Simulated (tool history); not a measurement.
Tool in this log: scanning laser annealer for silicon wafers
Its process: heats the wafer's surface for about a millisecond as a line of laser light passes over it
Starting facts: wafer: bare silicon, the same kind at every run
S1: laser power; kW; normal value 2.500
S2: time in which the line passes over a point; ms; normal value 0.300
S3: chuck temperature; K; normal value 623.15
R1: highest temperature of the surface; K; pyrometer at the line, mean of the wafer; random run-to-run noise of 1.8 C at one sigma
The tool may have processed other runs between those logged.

run	hour	S1	S2	S3	R1
1	0.0	2.500	0.300	623.15	1289.15
2	49.7	2.500	0.300	623.15	1287.15
# hour 85.5: window over the wafer cleaned
3	127.9	2.500	0.300	623.15	1333.15
4	208.0	2.500	0.300	623.15	1324.15
# hour 256.3: optics aligned, line set to its width
5	269.6	2.500	0.378	623.15	1411.15
6	337.0	2.500	0.378	623.15	1412.15
7	418.6	2.500	0.378	623.15	1394.15
8	469.5	2.500	0.378	623.15	1383.15
9	521.4	2.224	0.300	623.15	1206.15
# hour 551.4: window over the wafer cleaned
10	574.2	2.681	0.300	623.15	1414.15
11	617.7	2.500	0.300	623.15	1333.15
12	702.3	2.500	0.300	623.15	1330.15
13	782.5	2.500	0.225	623.15	1220.15
14	836.4	2.500	0.225	623.15	1214.15
15	905.7	2.500	0.300	623.15	1303.15
16	955.9	2.500	0.300	623.15	1303.15
# hour 1009.9: window over the wafer cleaned
17	1032.6	2.500	0.300	623.15	1338.15
18	1083.7	2.500	0.300	623.15	1334.15
19	1120.5	2.500	0.300	623.15	1332.15
20	1200.2	2.500	0.300	623.15	1321.15
21	1285.7	2.500	0.300	623.15	1312.15
22	1354.3	2.575	0.361	622.15	1400.15
# hour 1405.2: optics aligned, line set to its width
23	1449.4	2.500	0.362	623.15	1369.15
# hour 1472.6: window over the wafer cleaned
24	1541.3	2.478	0.246	645.15	1285.15
# hour 1551.2: laser's power meter calibrated
25	1595.9	2.479	0.222	653.15	1253.15
26	1655.3	2.685	0.300	610.15	1382.15

Run 27 has not been measured yet. What should we expect?
27	1716.3	2.251	0.300	610.15	?

R1: 1223.15 K
Without the tool's hidden state the same run would have given R1 1240.15 K.

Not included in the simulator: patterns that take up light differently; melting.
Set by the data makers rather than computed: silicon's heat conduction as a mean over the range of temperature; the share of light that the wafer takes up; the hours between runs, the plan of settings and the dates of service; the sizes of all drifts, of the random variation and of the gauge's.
